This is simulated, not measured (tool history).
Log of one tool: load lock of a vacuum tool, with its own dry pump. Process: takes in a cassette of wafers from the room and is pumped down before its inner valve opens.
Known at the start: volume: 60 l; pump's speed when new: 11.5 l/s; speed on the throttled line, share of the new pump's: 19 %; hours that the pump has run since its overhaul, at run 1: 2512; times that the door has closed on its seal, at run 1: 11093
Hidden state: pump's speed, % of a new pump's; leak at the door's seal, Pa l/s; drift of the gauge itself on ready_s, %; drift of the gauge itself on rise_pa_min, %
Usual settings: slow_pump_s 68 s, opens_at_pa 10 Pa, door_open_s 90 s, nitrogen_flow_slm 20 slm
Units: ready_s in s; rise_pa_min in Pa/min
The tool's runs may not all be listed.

| run | hour | slow_pump_s | opens_at_pa | door_open_s | nitrogen_flow_slm | hours that the pump has run since its overhaul | times that the door has closed on its seal | incoming humidity of the room's air, % | ready_s | rise_pa_min |
|---|---|---|---|---|---|---|---|---|---|---|
| 1 | 0 | 68 | 10 | 90 | 20 | 2512 | 11093 | 44.6 | 104.7 | 0.059 |
| 2 | 169.9 | 68 | 10 | 90 | 20 | 2682 | 11453 | 45.3 | 104.6 | 0.064 |
| 3 | 533.3 | 68 | 10 | 90 | 20 | 3045 | 12223 | 44.9 | 104.9 | 0.064 |
| 4 | 724.1 | 68 | 11 | 90 | 20 | 3236 | 12628 | 43.7 | 103.6 | 0.066 |
| 5 | 1093.3 | 68 | 10 | 90 | 4 | 3605 | 13410 | 47.1 | 105.5 | 0.09 |
| 6 | 1331.3 | 68 | 10 | 70 | 20 | 3843 | 13915 | 42.4 | 105.5 | 0.069 |
| 7 | 1611.3 | 68 | 10 | 70 | 20 | 4123 | 14508 | 45.3 | 105.6 | 0.08 |
| 8 | 1879.5 | 68 | 10 | 70 | 20 | 4391 | 15076 | 45.5 | 106.1 | 0.069 |
| 9 | 2210 | 68 | 10 | 70 | 20 | 4722 | 15777 | 43.3 | 106.1 | 0.08 |
| 10 | 2400.2 | 68 | 10 | 70 | 5 | 4912 | 16180 | 44.1 | 105.6 | 0.099 |
| 11 | 2715.4 | 68 | 10 | 90 | 20 | 5227 | 16848 | 44.7 | 106.4 | 0.088 |
| 12 | 2895.5 | 68 | 13 | 90 | 20 | 5407 | 17229 | 44.6 | 105.1 | 0.088 |
| 13 | 3183.2 | 68 | 13 | 90 | 20 | 5695 | 17839 | 43.6 | 104.9 | 0.084 |
| 14 | 3473 | 68 | 13 | 90 | 20 | 5985 | 18453 | 44 | 104.9 | 0.096 |
| 15 | 3671.4 | 36 | 13 | 90 | 20 | 6183 | 18873 | 43.5 | 79.8 | 0.095 |
| 16 | 3975.2 | 36 | 13 | 90 | 20 | 6487 | 19517 | 40.9 | 79.8 | 0.102 |
| 17 | 4327.6 | 36 | 13 | 90 | 20 | 6839 | 20264 | 45 | 80.1 | 0.111 |
| 18 | 4680.5 | 39 | 10 | 90 | 20 | 7192 | 21012 | 45 | 84.3 | 0.109 |
| 19 | 5019 | 68 | 10 | 90 | 15 | 7531 | 21729 | 43.7 | 107.9 | 0.119 |
| 20 | 5375 | 68 | 10 | 90 | 23 | 7887 | 22484 | 47.8 | 107.9 | 0.112 |
| 21 | 5723.5 | 68 | 10 | 90 | 23 | 8235 | 23222 | 45.6 | 107.5 | 0.114 |
| 22 | 5899.9 | 68 | 15 | 90 | 20 | 8412 | 23596 | 44.8 | 106 | 0.12 |
| 23 | 6239.1 | 68 | 15 | 90 | 20 | 8751 | 24315 | 48.6 | 106.2 | 0.133 |
| 24 | 6455 | 45 | 17 | 54 | 21 | 8967 | 24772 | 47.2 | 87.2 | 0.127 |
|  | 6650.8 | dry pump taken out, an overhauled one fitted |
| 25 | 6824.2 | 45 | 10 | 68 | 21 | 173 | 25542 | 45 | 85.6 | 0.126 |
| 26 | 7184.5 | 45 | 10 | 68 | 21 | 534 | 26306 | 43.5 | 85.8 | 0.136 |
| 27 | 7455.7 | 45 | 10 | 68 | 21 | 805 | 26880 | 48.4 | 85.9 | 0.139 |
| 28 | 7668.2 | 45 | 10 | 68 | 21 | 1017 | 27331 | 45 | 86 | 0.146 |
| 29 | 7844.2 | 68 | 10 | 90 | 5 | 1193 | 27704 | 47.4 | 104.7 | 0.164 |
| 30 | 8062.2 | 39 | 11 | 70 | 5 | 1411 | 28165 | 49 | 80.8 | 0.165 |
| 31 | 8343.1 | 39 | 11 | 70 | 5 | 1692 | 28761 | 45.3 | 80.9 | 0.171 |
| 32 | 8739.6 | 68 | 20 | 90 | 22 | 2089 | 29601 | 45.8 | 101.1 | 0.159 |
| 33 | 9110.8 | 68 | 20 | 62 | 22 | 2460 | 30388 | 45 | 101.1 | 0.156 |
| 34 | 9368.7 | 68 | 9 | 62 | 31 | 2718 | 30934 | 46.2 | 105.5 | 0.168 |
| 35 | 9559 | 69 | 12 | 228 | 8 | 2908 | 31337 | 46.3 | 104.8 | 0.2 |
| 36 | 9762.6 | 69 | 12 | 228 | 8 | 3112 | 31769 | 44.6 | 105.2 | 0.196 |
| 37 | 10036.7 | 78 | 10 | 54 | 20 | 3386 | 32350 | 45.4 | 113.1 | 0.175 |

4 ways to go on from here, each from the tool as it stands after run 37. What would each give?
| A | 10258.1 | 71 | 10 | 90 | 20 | 3607 | 32819 | 44.3 | ? | ? |
| B | 10258.1 | 78 | 10 | 49 | 6 | 3607 | 32819 | 47.9 | ? | ? |
| C | 10258.1 | 122 | 14 | 54 | 11 | 3607 | 32819 | 40.2 | ? | ? |
| D | 10258.1 | 54 | 10 | 184 | 8 | 3607 | 32819 | 45.1 | ? | ? |

| run | ready_s | rise_pa_min |
|---|---|---|
| A | 108.1 | 0.179 |
| B | 114.4 | 0.197 |
| C | 147 | 0.184 |
| D | 94.7 | 0.199 |
Without the tool's hidden state the same runs would have given:
| run | ready_s | rise_pa_min |
|---|---|---|
| A | 106.1 | 0.014 |
| B | 112.3 | 0.033 |
| C | 145.6 | 0.019 |
| D | 92.4 | 0.037 |

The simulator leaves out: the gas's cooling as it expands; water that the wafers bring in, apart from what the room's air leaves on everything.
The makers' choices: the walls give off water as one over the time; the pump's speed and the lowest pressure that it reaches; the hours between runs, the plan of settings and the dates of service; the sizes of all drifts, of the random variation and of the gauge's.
